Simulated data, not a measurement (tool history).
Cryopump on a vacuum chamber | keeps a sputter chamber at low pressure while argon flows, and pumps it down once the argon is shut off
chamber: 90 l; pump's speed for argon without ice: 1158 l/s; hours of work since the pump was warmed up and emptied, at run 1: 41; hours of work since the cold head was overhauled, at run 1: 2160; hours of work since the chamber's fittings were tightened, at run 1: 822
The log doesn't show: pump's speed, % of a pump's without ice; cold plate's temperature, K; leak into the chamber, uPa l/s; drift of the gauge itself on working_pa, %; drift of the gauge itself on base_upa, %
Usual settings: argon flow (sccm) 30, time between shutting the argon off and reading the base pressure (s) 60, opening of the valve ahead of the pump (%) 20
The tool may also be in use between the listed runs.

run,hour,argon flow (sccm),time between shutting the argon off and reading the base pressure (s),opening of the valve ahead of the pump (%),hours of work since the pump was warmed up and emptied,hours of work since the cold head was overhauled,hours of work since the chamber's fittings were tightened,pressure while argon flows (Pa),pressure after the wait (uPa)
1,0,30,60,20,41,2160,822,0.2202,1.09
2,71.1,30,60,20,80,2199,861,0.2226,1.13
3,148.3,30,60,20,123,2241,903,0.2218,1.16
4,248,30,60,20,178,2296,958,0.2217,1.19
5,326.6,30,60,20,221,2339,1002,0.2243,1.27
6,417.3,30,60,20,271,2389,1051,0.2246,1.2
7,500.7,30,60,20,316,2435,1097,0.2249,1.25
8,558.7,30,53,20,348,2467,1129,0.2255,1.33
9,631,30,60,21,388,2507,1169,0.2148,1.31
10,691.6,30,60,20,421,2540,1202,0.2265,1.29
11,749.4,30,60,20,453,2572,1234,0.2248,1.31
12,863.8,30,60,20,516,2635,1297,0.2279,1.31
13,945.5,30,60,20,561,2680,1342,0.2277,1.37
14,992.1,30,60,20,587,2705,1368,0.2293,1.41
15,1061.4,30,60,20,625,2743,1406,0.2282,1.44
16,1142.7,30,60,20,669,2788,1450,0.2295,1.43
17,1206.4,39,60,20,705,2823,1485,0.2974,1.52
18,1257,51,79,23,732,2851,1513,0.3429,1.34
19,1325.8,15,60,16,770,2889,1551,0.1434,1.46
20,1425.7,15,60,16,825,2944,1606,0.1443,1.52
21,1516.9,15,60,16,875,2994,1656,0.1453,1.58
22,1589.7,15,60,16,915,3034,1696,0.1445,1.55
23,1668.2,31,37,46,958,3077,1739,0.115,1.98
24,1750.6,37,69,19,1004,3122,1785,0.3047,1.61
# hour 1772.5: pump warmed up, emptied and cooled again
25,1844.8,37,69,19,40,3171,1834,0.2896,1.32
# hour 1908.9: leaking fittings of the chamber tightened, without venting
26,1959.8,31,175,19,102,3234,28,0.24,0.51
27,2007,51,59,31,128,3260,54,0.2461,0.87
28,2106.2,51,59,31,182,3314,108,0.2489,0.9
29,2212.6,51,59,31,241,3373,167,0.2514,0.89
30,2322.3,30,60,16,301,3433,227,0.2777,0.94
31,2376.9,48,66,39,331,3463,257,0.1912,0.88
32,2440.4,28,60,30,366,3498,292,0.1422,0.94
33,2544.2,28,60,30,423,3555,349,0.1434,0.98
34,2646.7,13,139,60,480,3611,406,0.0364,0.73

Hidden state or all else? Some run-to-run changes of pressure while argon flows (Pa), split into what the settings, what came in and random variation would give without the hidden state, and what is left for the hidden state (with any gauge scatter that isn't in both results):
Run 18 -> 19: argon flow (sccm) 51 -> 15, time between shutting the argon off and reading the base pressure (s) 79 -> 60, opening of the valve ahead of the pump (%) 23 -> 16. pressure while argon flows (Pa) -0.1995: hidden state -0.014, all else -0.1855.
Run 22 -> 23: argon flow (sccm) 15 -> 31, time between shutting the argon off and reading the base pressure (s) 60 -> 37, opening of the valve ahead of the pump (%) 16 -> 46. pressure while argon flows (Pa) -0.0295: hidden state +0.009, all else -0.0385.
Run 23 -> 24: argon flow (sccm) 31 -> 37, time between shutting the argon off and reading the base pressure (s) 37 -> 69, opening of the valve ahead of the pump (%) 46 -> 19. pressure while argon flows (Pa) +0.1897: hidden state +0.0043, all else +0.1854.
Run 24 -> 25: pump warmed up, emptied and cooled again. pressure while argon flows (Pa) -0.0151: hidden state -0.0172, all else +0.0021.
Run 33 -> 34: argon flow (sccm) 28 -> 13, time between shutting the argon off and reading the base pressure (s) 60 -> 139, opening of the valve ahead of the pump (%) 30 -> 60. pressure while argon flows (Pa) -0.107: hidden state -0.0038, all else -0.1032.
